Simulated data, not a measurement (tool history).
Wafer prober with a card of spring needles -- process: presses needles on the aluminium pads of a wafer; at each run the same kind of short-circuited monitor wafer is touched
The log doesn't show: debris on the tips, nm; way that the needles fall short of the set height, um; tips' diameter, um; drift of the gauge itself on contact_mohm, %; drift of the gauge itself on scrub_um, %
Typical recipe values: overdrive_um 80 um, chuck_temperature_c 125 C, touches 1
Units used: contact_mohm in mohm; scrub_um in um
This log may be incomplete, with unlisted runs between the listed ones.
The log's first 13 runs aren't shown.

run	day	overdrive_um	chuck_temperature_c	touches	touches since the tips were cleaned	cleanings since the card got new needles	touches since the first contact's height was set	contact_mohm	scrub_um
# day 6.600: tips cleaned on abrasive film
14	6.638	80	125	1	186	25	40967	200	14.00
15	7.308	80	125	1	3652	25	44433	199	13.95
16	7.650	80	125	1	5401	25	46182	200	13.97
# day 7.696: tips cleaned on abrasive film
17	8.267	80	125	1	2943	26	49340	200	13.83
# day 8.800: tips cleaned on abrasive film
18	8.925	80	125	1	653	27	52722	199	13.96
19	9.579	80	125	1	4024	27	56093	198	13.93
# day 9.904: tips cleaned on abrasive film
20	10.142	80	121	2	1232	28	58974	199	13.94
21	10.604	80	46	2	3616	28	61358	184	13.94
# day 11.017: tips cleaned on abrasive film
22	11.075	91	46	2	306	29	63772	184	15.83
23	11.608	75	119	3	3054	29	66520	201	13.11
# day 12.142: tips cleaned on abrasive film
24	12.254	80	119	2	578	30	69819	199	13.87
25	12.738	80	119	2	3082	30	72323	201	14.01
26	13.075	80	45	1	4808	30	74049	183	13.96
# day 13.254: tips cleaned on abrasive film
27	13.571	66	45	1	1616	31	76582	184	11.51
28	13.992	80	125	2	3789	31	78755	195	13.92
# day 14.354: tips cleaned on abrasive film
29	14.471	77	125	2	598	32	81206	201	13.43
30	14.858	65	38	1	2608	32	83216	183	11.28
31	15.192	65	38	1	4313	32	84921	186	11.32
# day 15.442: tips cleaned on abrasive film
32	15.492	65	85	2	255	33	86454	191	11.29
33	16.046	65	85	2	3111	33	89310	194	11.30
# day 16.550: tips cleaned on abrasive film
34	16.688	85	28	2	696	34	92590	182	14.85
35	17.117	85	28	2	2908	34	94802	177	14.85

What if the next run were any one of these 3? Each begins from the tool's condition after run 35:
# day 17.654: tips cleaned on abrasive film
A	17.671	92	115	3	101	35	97652	?	?
# day 17.654: tips cleaned on abrasive film
B	17.671	80	102	1	101	35	97652	?	?
# day 17.654: tips cleaned on abrasive film
C	17.671	85	83	2	101	35	97652	?	?

run	contact_mohm	scrub_um
A	198	16.13
B	193	13.99
C	188	14.79
The same runs, with their run-to-run variation unchanged, on a tool lacking any hidden condition would have given:
run	contact_mohm	scrub_um
A	198	16.14
B	193	14.00
C	188	14.80
